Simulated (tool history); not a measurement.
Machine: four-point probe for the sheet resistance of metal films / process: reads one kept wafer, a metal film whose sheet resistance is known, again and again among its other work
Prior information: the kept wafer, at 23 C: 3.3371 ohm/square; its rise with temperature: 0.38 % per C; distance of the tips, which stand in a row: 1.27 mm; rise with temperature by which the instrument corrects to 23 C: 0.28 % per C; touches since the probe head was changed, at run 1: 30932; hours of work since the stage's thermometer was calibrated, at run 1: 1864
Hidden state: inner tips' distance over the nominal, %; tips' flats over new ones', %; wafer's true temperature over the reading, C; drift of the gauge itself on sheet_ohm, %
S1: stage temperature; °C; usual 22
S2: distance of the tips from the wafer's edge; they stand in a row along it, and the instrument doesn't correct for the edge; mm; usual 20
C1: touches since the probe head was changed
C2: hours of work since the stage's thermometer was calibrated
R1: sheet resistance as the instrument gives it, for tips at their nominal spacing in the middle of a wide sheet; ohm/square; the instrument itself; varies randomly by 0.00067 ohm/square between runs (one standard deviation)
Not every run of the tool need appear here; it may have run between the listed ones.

run   hour  S1  S2     C1    C2        R1
  1      0  22  20  30932  1864  3.354924
  2   16.2  34  20  31341  1873  3.395037
  3   37.9  20  20  31888  1886  3.347279
  4   62.1  20  20  32496  1901  3.348277
  5   89.9  20  20  33197  1917  3.347461
  6  115.2  20  20  33835  1932  3.347113
  7  134.1  22  20  34312  1943  3.354468
  8  147.3  22  20  34643  1951  3.354641
  9  162.4  22  11  35025  1960  3.372547
 10  184.3  22  30  35576  1973  3.349704
 11  201.5  22  11  36010  1984   3.37089
 12  225.2  22  11  36607  1998  3.371603
 13  241.2  33  20  37011  2007  3.390016
 14  270.5  22  20  37749  2025  3.354913
 15  288.1  29  20  38191  2035  3.378823
 16  308.1  22  20  38696  2047  3.354673
 17  326.5  22  20  39160  2058  3.354132
     349.1  -- stage's thermometer calibrated
 18  355.6  22  20  39880     4  3.352106
 19    378  22  20  40444    17  3.353106
 20  402.7  22  20  41066    32  3.351841
 21  415.3  22  20  41385    39  3.353353
 22  440.8  21  20  42028    55  3.347883
 23  469.2  24  20  42742    71  3.357528
 24  487.9  22   7  43214    83  3.403252
 25  508.3  23  13  43728    95  3.365281
     525.4  -- stage's thermometer calibrated, once more
 26  532.3  24   3  44320     4  3.650887
 27  561.9  28  20  45067    22  3.379381
 28  581.1  28  20  45549    33  3.378698
 29  598.7  34  10  45993    44  3.419757
 30  622.8  27  10  46600    58   3.39594
 31  648.8  19  38  47256    73  3.344567
 32  673.4  19  38  47875    88  3.343127
 33  688.2  21   4  48248    97  3.520195
 34  707.7  21  13  48739   108  3.365353
 35  730.4  24  27  49312   122  3.362425
 36  753.5  23  13  49893   136  3.372392
 37  766.5  27  45  50222   144  3.369755
 38  780.3  27  45  50571   152  3.369278
 39  795.4  19   3  50951   161  3.632915
 40  821.6  23  11  51611   176  3.379014
 41  834.1  21  18  51926   184  3.356722
 42  847.5  33  13  52264   192  3.406087
 43    875  24  24  52956   208  3.364248
 44  898.6  24  24  53551   222   3.36297
 45  918.1  25   9  54041   234  3.395844
 46  945.3  19   9  54727   250  3.377916

Entry by entry between the runs, the difference in hidden state between the last listed run before and the first listed run after:
Runs 17 to 18: stage's thermometer calibrated (hour 349.1)
  inner tips' distance over the nominal, %: 0.486 -> 0.488; wafer's true temperature over the reading, C: -0.29 -> -0.48
  measured minus no-state result, R1: +0.013912 -> +0.011544 ohm/square
Runs 25 to 26: stage's thermometer calibrated, once more (hour 525.4)
  inner tips' distance over the nominal, %: 0.499 -> 0.501; tips' flats over new ones', %: 23 -> 24; wafer's true temperature over the reading, C: -0.49 -> -0.04
  measured minus no-state result, R1: +0.011852 -> +0.018974 ohm/square

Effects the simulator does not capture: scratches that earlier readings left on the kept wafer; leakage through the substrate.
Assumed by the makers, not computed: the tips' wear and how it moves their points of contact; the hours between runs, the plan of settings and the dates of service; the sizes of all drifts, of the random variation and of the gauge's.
